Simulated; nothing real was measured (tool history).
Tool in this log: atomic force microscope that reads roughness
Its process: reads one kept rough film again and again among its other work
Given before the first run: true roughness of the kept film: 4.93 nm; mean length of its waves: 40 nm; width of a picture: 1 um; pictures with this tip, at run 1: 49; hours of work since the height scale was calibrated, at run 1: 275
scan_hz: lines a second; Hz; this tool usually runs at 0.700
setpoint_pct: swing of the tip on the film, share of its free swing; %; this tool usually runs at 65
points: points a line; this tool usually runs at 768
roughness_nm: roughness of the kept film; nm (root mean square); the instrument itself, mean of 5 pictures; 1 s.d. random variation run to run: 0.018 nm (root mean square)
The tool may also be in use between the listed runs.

run,hour,scan_hz,setpoint_pct,points,pictures with this tip,hours of work since the height scale was calibrated,roughness_nm
1,0.0,0.700,65,768,49,275,3.983
2,13.0,0.700,65,768,65,283,3.901
3,30.4,0.700,65,768,86,292,3.778
4,44.3,0.700,65,768,104,300,3.695
5,65.6,0.700,65,768,130,312,3.562
6,80.8,2.298,65,768,149,320,3.307

The next listed run, before its measurement:
7,94.5,2.298,65,768,166,328,?

{"run 7": {"roughness_nm": 3.258}}
Had the tool carried no hidden state, the very same run would have given roughness_nm 4.097 nm (root mean square).
